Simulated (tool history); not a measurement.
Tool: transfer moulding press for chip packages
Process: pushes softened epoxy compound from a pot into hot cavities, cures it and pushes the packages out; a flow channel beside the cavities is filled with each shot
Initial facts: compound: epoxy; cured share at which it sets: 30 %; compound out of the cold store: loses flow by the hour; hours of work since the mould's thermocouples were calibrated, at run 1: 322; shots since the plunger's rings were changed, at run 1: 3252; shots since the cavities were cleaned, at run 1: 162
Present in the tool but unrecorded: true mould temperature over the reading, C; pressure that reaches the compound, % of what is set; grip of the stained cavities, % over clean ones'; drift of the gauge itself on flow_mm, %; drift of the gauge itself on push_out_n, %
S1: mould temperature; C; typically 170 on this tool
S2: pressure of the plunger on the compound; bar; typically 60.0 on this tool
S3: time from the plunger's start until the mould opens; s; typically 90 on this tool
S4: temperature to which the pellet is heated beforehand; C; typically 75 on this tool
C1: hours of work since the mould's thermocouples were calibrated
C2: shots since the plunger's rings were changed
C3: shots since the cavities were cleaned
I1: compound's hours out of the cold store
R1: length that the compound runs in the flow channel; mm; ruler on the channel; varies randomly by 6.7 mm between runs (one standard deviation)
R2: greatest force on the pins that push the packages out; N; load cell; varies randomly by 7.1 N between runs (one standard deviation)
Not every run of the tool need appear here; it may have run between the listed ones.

run 1 hour=0.0 | S1=170 S2=60.0 S3=90 S4=75 | C1=322 C2=3252 C3=162 | I1=45.2 | R1=795 R2=266
run 2 hour=5.6 | S1=170 S2=60.0 S3=81 S4=75 | C1=326 C2=3324 C3=234 | I1=28.6 | R1=844 R2=340
run 3 hour=15.6 | S1=170 S2=60.0 S3=81 S4=75 | C1=333 C2=3453 C3=363 | I1=18.1 | R1=866 R2=366
run 4 hour=23.7 | S1=169 S2=60.0 S3=81 S4=75 | C1=338 C2=3557 C3=467 | I1=25.1 | R1=863 R2=383
run 5 hour=35.3 | S1=170 S2=45.9 S3=90 S4=75 | C1=347 C2=3707 C3=617 | I1=20.4 | R1=753 R2=285
-- hour=45.8 plunger's sealing rings changed
run 6 hour=50.6 | S1=170 S2=72.0 S3=90 S4=75 | C1=355 C2=62 C3=781 | I1=43.2 | R1=882 R2=278
-- hour=56.4 cavities cleaned with cleaning compound and waxed
run 7 hour=58.9 | S1=170 S2=72.0 S3=90 S4=75 | C1=360 C2=150 C3=32 | I1=23.9 | R1=922 R2=277
run 8 hour=70.1 | S1=170 S2=72.0 S3=90 S4=75 | C1=368 C2=294 C3=176 | I1=25.0 | R1=928 R2=272
run 9 hour=78.8 | S1=170 S2=62.6 S3=85 S4=71 | C1=374 C2=406 C3=288 | I1=45.6 | R1=810 R2=312
run 10 hour=90.4 | S1=170 S2=62.6 S3=85 S4=71 | C1=382 C2=556 C3=438 | I1=19.0 | R1=877 R2=338
run 11 hour=98.0 | S1=170 S2=62.6 S3=85 S4=71 | C1=387 C2=654 C3=536 | I1=12.7 | R1=905 R2=335
run 12 hour=106.4 | S1=163 S2=63.3 S3=93 S4=68 | C1=393 C2=761 C3=643 | I1=32.4 | R1=886 R2=452
run 13 hour=118.2 | S1=163 S2=63.3 S3=93 S4=68 | C1=401 C2=913 C3=795 | I1=20.8 | R1=910 R2=476
-- hour=123.0 cavities cleaned with cleaning compound and waxed
run 14 hour=131.3 | S1=163 S2=71.4 S3=104 S4=68 | C1=410 C2=1063 C3=106 | I1=10.8 | R1=1010 R2=365

Here are 3 independent what-if runs from the current tool condition. What would each one return?
run A hour=142.1 | S1=163 S2=50.9 S3=104 S4=68 | C1=417 C2=1202 C3=245 | I1=44.1 | R1=? R2=?
run B hour=142.1 | S1=168 S2=46.1 S3=109 S4=68 | C1=417 C2=1202 C3=245 | I1=32.6 | R1=? R2=?
run C hour=142.1 | S1=175 S2=60.0 S3=90 S4=70 | C1=417 C2=1202 C3=245 | I1=29.3 | R1=? R2=?

run=A R1=770 R2=340
run=B R1=728 R2=240
run=C R1=823 R2=230
Without the tool's hidden state the same runs would have given:
run=A R1=771 R2=339
run=B R1=728 R2=239
run=C R1=823 R2=229
